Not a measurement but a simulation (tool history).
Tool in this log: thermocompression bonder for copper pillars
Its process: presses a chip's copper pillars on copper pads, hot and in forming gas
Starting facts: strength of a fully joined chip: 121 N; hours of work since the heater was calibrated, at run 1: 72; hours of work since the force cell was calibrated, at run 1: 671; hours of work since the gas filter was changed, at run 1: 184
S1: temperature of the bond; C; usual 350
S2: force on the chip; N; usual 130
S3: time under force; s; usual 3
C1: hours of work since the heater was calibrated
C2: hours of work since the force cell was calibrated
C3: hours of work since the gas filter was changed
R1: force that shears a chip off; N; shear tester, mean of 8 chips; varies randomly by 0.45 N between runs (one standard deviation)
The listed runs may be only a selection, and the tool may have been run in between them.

Run 1, hour 0: usual settings; C1 72; C2 671; C3 184. Result: R1 79.4 N.
Run 2, hour 5.6: usual settings; C1 76; C2 675; C3 187. Result: R1 79 N.
Run 3, hour 15.5: usual settings but S3 5 s; C1 81; C2 680; C3 193. Result: R1 90.8 N.
Run 4, hour 22.6: usual settings but S3 5 s; C1 86; C2 685; C3 197. Result: R1 88.7 N.
Run 5, hour 30.8: usual settings but S3 5 s; C1 90; C2 689; C3 202. Result: R1 91.1 N.
Run 6, hour 39.8: usual settings but S2 142 N; C1 96; C2 695; C3 207. Result: R1 84.2 N.
Run 7, hour 49.2: usual settings but S2 142 N; C1 101; C2 700; C3 213. Result: R1 83.8 N.
Run 8, hour 58.4: usual settings but S2 142 N; C1 106; C2 705; C3 218. Result: R1 83.7 N.
Run 9, hour 67.4: usual settings but S2 142 N; C1 112; C2 711; C3 224. Result: R1 82.7 N.
Run 10, hour 72.3: usual settings but S2 142 N; C1 115; C2 714; C3 226. Result: R1 83.5 N.
Run 11, hour 78.5: usual settings but S2 142 N; C1 118; C2 717; C3 230. Result: R1 83.7 N.
Run 12, hour 87: usual settings but S2 142 N; C1 123; C2 722; C3 235. Result: R1 83.3 N.
Run 13, hour 91.7: usual settings but S3 5 s; C1 126; C2 725; C3 238. Result: R1 89.4 N.
Run 14, hour 99.3: usual settings; C1 130; C2 729; C3 242. Result: R1 78.5 N.
Run 15, hour 106: usual settings; C1 134; C2 733; C3 246. Result: R1 77.9 N.
Run 16, hour 115.1: usual settings; C1 140; C2 739; C3 251. Result: R1 78.3 N.
Run 17, hour 123.6: usual settings but S2 80 N, S3 2 s; C1 145; C2 744; C3 256. Result: R1 45.2 N.
Run 18, hour 130.9: usual settings but S2 80 N, S3 2 s; C1 149; C2 748; C3 261. Result: R1 45.8 N.
Run 19, hour 139.7: usual settings but S1 368 C, S2 169 N, S3 4 s; C1 154; C2 753; C3 266. Result: R1 106.2 N.
Run 20, hour 149.2: usual settings but S1 368 C, S2 169 N, S3 4 s; C1 160; C2 759; C3 271. Result: R1 104.9 N.
Run 21, hour 158.4: usual settings but S1 368 C, S2 169 N, S3 4 s; C1 165; C2 764; C3 277. Result: R1 105.1 N.
Run 22, hour 165.4: usual settings but S1 333 C, S2 122 N, S3 4 s; C1 169; C2 768; C3 281. Result: R1 69.9 N.
Run 23, hour 171.1: usual settings but S1 333 C, S2 122 N, S3 4 s; C1 172; C2 771; C3 284. Result: R1 69.8 N.
Run 24, hour 177.2: usual settings but S1 364 C, S2 96 N, S3 2 s; C1 176; C2 775; C3 288. Result: R1 61.6 N.
Run 25, hour 181.4: usual settings but S1 364 C, S2 96 N, S3 2 s; C1 178; C2 777; C3 290. Result: R1 61.2 N.
Run 26, hour 186.2: usual settings but S1 364 C, S2 96 N, S3 2 s; C1 181; C2 780; C3 293. Result: R1 61.4 N.
Run 27, hour 192.2: usual settings but S1 340 C, S2 96 N; C1 185; C2 784; C3 296. Result: R1 56.6 N.
Run 28, hour 196.5: usual settings but S1 340 C, S2 149 N, S3 2 s; C1 187; C2 786; C3 299. Result: R1 69.6 N.
Run 29, hour 201.7: usual settings but S1 340 C, S2 149 N, S3 2 s; C1 190; C2 789; C3 302. Result: R1 69.4 N.
Run 30, hour 209.4: usual settings but S1 346 C, S2 100 N, S3 5 s; C1 195; C2 794; C3 307. Result: R1 71.8 N.
Run 31, hour 216.8: usual settings but S1 346 C, S2 100 N, S3 5 s; C1 199; C2 798; C3 311. Result: R1 72.2 N.

Alternative continuations, all from the tool just after run 31; predict every row:
Run A, hour 225.9: usual settings but S1 357 C, S2 80 N; C1 204; C2 803; C3 316. Result: R1 ?.
Run B, hour 225.9: usual settings but S1 380 C; C1 204; C2 803; C3 316. Result: R1 ?.
Run C, hour 225.9: usual settings but S1 357 C, S2 82 N, S3 6 s; C1 204; C2 803; C3 316. Result: R1 ?.

run    R1
  A  55.7
  B    93
  C  71.9
With no hidden state in the tool, these same runs would have given:
run    R1
  A  57.1
  B  95.4
  C  73.8
